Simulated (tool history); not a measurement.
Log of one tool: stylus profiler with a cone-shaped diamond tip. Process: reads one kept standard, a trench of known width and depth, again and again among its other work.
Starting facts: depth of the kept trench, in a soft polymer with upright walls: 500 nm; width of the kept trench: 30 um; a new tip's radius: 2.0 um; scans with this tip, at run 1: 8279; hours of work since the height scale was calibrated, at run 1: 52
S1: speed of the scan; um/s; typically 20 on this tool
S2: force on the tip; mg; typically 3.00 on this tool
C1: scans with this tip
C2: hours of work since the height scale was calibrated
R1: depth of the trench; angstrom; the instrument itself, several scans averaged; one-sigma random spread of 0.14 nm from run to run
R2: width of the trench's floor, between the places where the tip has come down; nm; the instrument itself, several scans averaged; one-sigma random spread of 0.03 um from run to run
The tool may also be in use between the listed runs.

run	hour	S1	S2	C1	C2	R1	R2
1	0.0	20	3.00	8279	52	5048.9	27280
2	65.8	20	3.00	8493	100	5047.8	27190
3	106.3	20	3.00	8625	130	5048.0	27220
4	154.5	20	6.24	8781	165	5080.6	27280
5	219.7	20	6.24	8994	213	5079.4	27300
6	267.7	20	6.24	9150	248	5080.9	27240
7	326.8	20	6.24	9342	292	5077.7	27280
8	371.3	20	6.24	9487	324	5082.6	27240
# hour 441.1: new tip fitted, height scale calibrated
9	451.2	20	6.24	33	7	5080.5	27270
10	525.8	20	6.24	276	62	5079.0	27310
11	576.7	20	6.24	442	100	5077.9	27290
12	636.8	20	6.24	637	144	5080.9	27320
13	703.9	20	6.24	856	193	5080.3	27300
14	762.6	20	6.24	1047	236	5080.6	27340
15	827.3	20	6.24	1257	284	5077.8	27290
16	879.0	7	3.00	1425	322	5048.0	27250
17	910.3	7	3.00	1527	345	5049.2	27300
18	966.2	39	1.37	1709	386	5028.5	27100
19	1008.1	10	1.40	1845	416	5026.9	27270
20	1062.6	10	2.61	2023	456	5044.7	27260
21	1110.3	21	3.00	2178	492	5047.9	27250
22	1178.7	21	3.00	2400	542	5050.8	27240
23	1215.3	21	4.39	2520	569	5062.5	27330
24	1264.2	21	4.39	2679	605	5061.8	27260
25	1301.1	9	3.19	2799	632	5052.7	27340
26	1369.1	9	3.19	3020	682	5049.9	27290
27	1425.7	75	1.07	3204	723	5024.8	26740
28	1459.1	75	1.07	3313	748	5024.9	26730
29	1500.4	9	1.93	3447	778	5033.2	27290
30	1569.9	9	8.44	3673	829	5095.0	27300

Each row is a separate what-if for the run after 30, all from the same tool condition, not one after another. Results?
A	1623.9	48	1.43	3849	869	?	?
B	1623.9	76	8.44	3849	869	?	?
C	1623.9	53	3.00	3849	869	?	?

run	R1	R2
A	5029.9	27000
B	5096.0	27160
C	5048.6	27090
What these runs would have given with no unlogged condition in the tool:
run	R1	R2
A	5030.1	27010
B	5096.1	27170
C	5048.7	27100
